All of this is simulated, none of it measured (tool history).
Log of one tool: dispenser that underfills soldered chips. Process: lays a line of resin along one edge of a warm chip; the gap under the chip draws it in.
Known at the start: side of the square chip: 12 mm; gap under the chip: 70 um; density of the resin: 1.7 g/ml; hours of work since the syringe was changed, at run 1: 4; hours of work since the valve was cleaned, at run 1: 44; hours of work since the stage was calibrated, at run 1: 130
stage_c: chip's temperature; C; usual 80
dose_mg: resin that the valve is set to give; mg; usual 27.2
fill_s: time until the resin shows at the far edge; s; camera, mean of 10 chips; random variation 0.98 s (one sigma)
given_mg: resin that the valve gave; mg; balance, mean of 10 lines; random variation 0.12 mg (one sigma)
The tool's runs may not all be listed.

run,hour,stage_c,dose_mg,hours of work since the syringe was changed,hours of work since the valve was cleaned,hours of work since the stage was calibrated,fill_s,given_mg
1,0,80,27.2,4,44,130,145.3,25.94
# hour 1.7: new syringe of resin
2,7.6,90,27.2,4,49,135,103,25.89
# hour 9.3: new syringe of resin
3,16.3,90,27.2,5,55,141,110.5,25.88
# hour 17.7: new syringe of resin
4,24.9,90,27.2,5,61,146,112.9,25.41
# hour 26.3: new syringe of resin
# hour 34.6: new syringe of resin
5,40,90,27.2,4,71,156,100.7,25.3
# hour 42.3: new syringe of resin
# hour 50.9: new syringe of resin
6,54.1,90,27.2,2,80,166,89,24.95
# hour 59.1: new syringe of resin
7,63.8,90,27.2,3,87,173,94.3,24.81
# hour 67.3: new syringe of resin
8,70.3,80,27.2,2,91,177,117.3,24.65
# hour 75.6: new syringe of resin
9,80.7,87,27.2,4,98,184,106.5,24.46
# hour 83.7: new syringe of resin
# hour 92.1: new syringe of resin
10,93.8,82,27.2,1,107,193,101.5,24.19
# hour 100.3: new syringe of resin
11,100.9,82,27.2,0,112,197,95.6,24.07
# hour 108.1: new syringe of resin
12,109.5,80,27.2,1,118,203,108.1,24.02
# hour 116.8: new syringe of resin
13,118.1,80,34.7,1,124,209,104.3,30.35
# hour 124.8: new syringe of resin
# hour 132.9: new syringe of resin
14,133.3,80,34.7,0,134,219,99.4,30.1
# hour 138: dispensing valve cleaned and set on the balance
# hour 142.3: new syringe of resin
15,142.4,80,34.7,0,3,225,98.2,34.91
# hour 149.9: new syringe of resin
16,150.4,80,34.7,0,8,230,98.9,34.42
# hour 157.6: new syringe of resin
17,158.7,80,34.7,1,14,236,104.6,33.8
# hour 165.2: new syringe of resin
# hour 173.4: new syringe of resin
18,173.4,80,34.7,0,24,246,97.5,33.63
# hour 181.1: new syringe of resin
19,184.5,80,34.7,2,31,253,118.9,33.75
# hour 188.8: new syringe of resin
20,194.6,91,27.7,4,38,260,102.8,26.52
# hour 196.8: new syringe of resin
21,203.6,91,27.7,5,44,266,106.2,26.32
# hour 204.9: new syringe of resin
# hour 213.4: new syringe of resin
22,218.9,91,27.7,4,55,276,100.4,26.25
# hour 221.7: new syringe of resin
# hour 230: new syringe of resin
23,232.4,91,27.7,2,64,285,80.4,26
# hour 237.7: new syringe of resin
24,243.5,91,27.7,4,71,293,103.1,25.68
# hour 245.5: new syringe of resin
# hour 254.1: new syringe of resin
25,258.1,71,24.5,3,81,303,180.6,22.36
# hour 262.3: new syringe of resin
26,268.4,71,24.5,4,88,310,208,22.22
# hour 270.9: new syringe of resin
# hour 279.6: new syringe of resin
27,282.9,70,35.1,2,98,320,173.3,31.6
# hour 288.1: new syringe of resin
28,289.8,70,35.1,1,102,324,154.1,31.33
# hour 292.1: stage's temperature calibrated
# hour 297.5: new syringe of resin
29,300.1,70,35.1,2,109,5,152.3,31.34
# hour 306.1: new syringe of resin
# hour 314.1: new syringe of resin
30,314.9,70,24.5,1,119,15,145.8,21.61
# hour 322.5: new syringe of resin
31,325.9,84,33.6,2,126,23,101.2,29.16
# hour 330.8: new syringe of resin
# hour 339.2: new syringe of resin
32,340.1,84,33.6,1,136,32,83.9,28.83
# hour 342.4: dispensing valve cleaned and set on the balance
# hour 349: new syringe of resin
33,350.5,76,33,1,5,39,115.5,32.75

Some steps in fill_s between neighbouring runs. How much of each would the tool show without its hidden state too (settings, what came in, random variation), and how much is left for the hidden state, with any gauge scatter that isn't in both results?
The hidden state here: resin's viscosity, % of fresh resin's; dose that the valve gives, % of what is set; true chip temperature over the reading, C; drift of the gauge itself on fill_s, %; drift of the gauge itself on given_mg, %.
Run 1 -> 2: stage_c 80 -> 90, new syringe of resin. fill_s -42.3 s: hidden state -15.9, all else -26.4.
Run 18 -> 19: new syringe of resin. fill_s +21.4 s: hidden state +24.3, all else -2.9.
Run 24 -> 25: stage_c 91 -> 71, dose_mg 27.7 -> 24.5, new syringe of resin, new syringe of resin. fill_s +77.5 s: hidden state +15.6, all else +61.9.
Run 25 -> 26: new syringe of resin. fill_s +27.4 s: hidden state +25.1, all else +2.3.
Run 26 -> 27: stage_c 71 -> 70, dose_mg 24.5 -> 35.1, new syringe of resin, new syringe of resin. fill_s -34.7 s: hidden state -34.3, all else -0.4.
Run 30 -> 31: stage_c 70 -> 84, dose_mg 24.5 -> 33.6, new syringe of resin. fill_s -44.6 s: hidden state +9, all else -53.6.

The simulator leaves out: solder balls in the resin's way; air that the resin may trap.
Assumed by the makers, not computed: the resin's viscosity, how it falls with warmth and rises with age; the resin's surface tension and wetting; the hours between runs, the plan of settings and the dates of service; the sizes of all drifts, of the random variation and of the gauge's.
